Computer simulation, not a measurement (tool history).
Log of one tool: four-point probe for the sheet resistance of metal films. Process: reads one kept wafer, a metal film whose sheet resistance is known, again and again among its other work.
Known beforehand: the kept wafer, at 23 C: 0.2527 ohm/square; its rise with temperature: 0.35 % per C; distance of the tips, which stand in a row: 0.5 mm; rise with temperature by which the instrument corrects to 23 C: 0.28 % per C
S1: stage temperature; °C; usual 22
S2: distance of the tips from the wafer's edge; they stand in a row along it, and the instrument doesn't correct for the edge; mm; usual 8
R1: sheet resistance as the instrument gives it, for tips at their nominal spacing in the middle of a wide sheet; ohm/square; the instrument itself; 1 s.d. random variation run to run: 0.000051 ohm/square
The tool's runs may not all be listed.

{"run": 1, "hour": 0.0, "S1": 22, "S2": 8, "R1": 0.254721}
{"run": 2, "hour": 11.7, "S1": 20, "S2": 8, "R1": 0.254345}
{"run": 3, "hour": 30.5, "S1": 22, "S2": 8, "R1": 0.254776}
{"run": 4, "hour": 43.9, "S1": 20, "S2": 8, "R1": 0.254301}
{"run": 5, "hour": 61.4, "S1": 22, "S2": 23, "R1": 0.254273}
{"run": 6, "hour": 73.9, "S1": 22, "S2": 23, "R1": 0.254355}
{"run": 7, "hour": 89.9, "S1": 22, "S2": 35, "R1": 0.254337}
{"run": 8, "hour": 101.1, "S1": 22, "S2": 35, "R1": 0.254343}
{"run": 9, "hour": 114.8, "S1": 22, "S2": 35, "R1": 0.254298}
{"run": 10, "hour": 127.4, "S1": 20, "S2": 8, "R1": 0.254399}
{"run": 11, "hour": 137.3, "S1": 20, "S2": 8, "R1": 0.254423}
{"run": 12, "hour": 150.7, "S1": 22, "S2": 5, "R1": 0.255604}
{"run": 13, "hour": 160.5, "S1": 22, "S2": 5, "R1": 0.255717}
{"run": 14, "hour": 172.8, "S1": 24, "S2": 8, "R1": 0.255181}
{"run": 15, "hour": 190.6, "S1": 23, "S2": 8, "R1": 0.254962}
{"run": 16, "hour": 209.6, "S1": 25, "S2": 8, "R1": 0.255352}
{"run": 17, "hour": 218.1, "S1": 22, "S2": 8, "R1": 0.254848}
{"run": 18, "hour": 236.4, "S1": 22, "S2": 8, "R1": 0.254986}
{"run": 19, "hour": 252.7, "S1": 27, "S2": 8, "R1": 0.25575}
{"run": 20, "hour": 270.5, "S1": 22, "S2": 31, "R1": 0.254374}
{"run": 21, "hour": 281.9, "S1": 22, "S2": 31, "R1": 0.254461}
{"run": 22, "hour": 297.0, "S1": 28, "S2": 8, "R1": 0.255927}
{"run": 23, "hour": 312.6, "S1": 28, "S2": 8, "R1": 0.255918}
{"run": 24, "hour": 325.5, "S1": 28, "S2": 8, "R1": 0.255955}
{"run": 25, "hour": 338.3, "S1": 27, "S2": 8, "R1": 0.255805}
{"run": 26, "hour": 351.0, "S1": 27, "S2": 8, "R1": 0.255826}
{"run": 27, "hour": 361.7, "S1": 22, "S2": 6, "R1": 0.255419}
{"run": 28, "hour": 374.0, "S1": 22, "S2": 4, "R1": 0.256652}
{"run": 29, "hour": 390.0, "S1": 25, "S2": 54, "R1": 0.254899}
{"run": 30, "hour": 408.1, "S1": 22, "S2": 9, "R1": 0.2548}
{"run": 31, "hour": 426.6, "S1": 18, "S2": 16, "R1": 0.253842}
{"run": 32, "hour": 435.6, "S1": 31, "S2": 5, "R1": 0.257377}
{"run": 33, "hour": 445.7, "S1": 21, "S2": 3, "R1": 0.257973}
{"run": 34, "hour": 455.1, "S1": 28, "S2": 21, "R1": 0.255569}
{"run": 35, "hour": 466.1, "S1": 28, "S2": 21, "R1": 0.255629}
{"run": 36, "hour": 475.9, "S1": 33, "S2": 7, "R1": 0.256995}
{"run": 37, "hour": 492.0, "S1": 33, "S2": 7, "R1": 0.257015}
{"run": 38, "hour": 508.5, "S1": 33, "S2": 7, "R1": 0.257104}
{"run": 39, "hour": 523.5, "S1": 20, "S2": 4, "R1": 0.256235}
{"run": 40, "hour": 540.7, "S1": 22, "S2": 23, "R1": 0.25466}
{"run": 41, "hour": 549.9, "S1": 25, "S2": 36, "R1": 0.255091}
{"run": 42, "hour": 559.8, "S1": 25, "S2": 36, "R1": 0.255011}
{"run": 43, "hour": 568.6, "S1": 21, "S2": 8, "R1": 0.254847}
{"run": 44, "hour": 586.8, "S1": 21, "S2": 8, "R1": 0.254834}
{"run": 45, "hour": 596.7, "S1": 29, "S2": 6, "R1": 0.256737}

Some steps in R1 between neighbouring runs. How much of each would the tool show without its hidden state too (settings, what came in, random variation), and how much is left for the hidden state, with any gauge scatter that isn't in both results?
The tool's hidden condition here consists of: inner tips' distance over the nominal, %; tips' flats over new ones', %; wafer's true temperature over the reading, C; drift of the gauge itself on sheet_ohm, %.
Run 21 -> 22: S1 22 -> 28, S2 31 -> 8. R1 +0.001466 ohm/square: hidden state +0.000022, all else +0.001444.
Run 31 -> 32: S1 18 -> 31, S2 16 -> 5. R1 +0.003535 ohm/square: hidden state +0.000038, all else +0.003497.
Run 33 -> 34: S1 21 -> 28, S2 3 -> 21. R1 -0.002404 ohm/square: hidden state -0.000006, all else -0.002398.
Run 44 -> 45: S1 21 -> 29, S2 8 -> 6. R1 +0.001903 ohm/square: hidden state +0.000027, all else +0.001876.
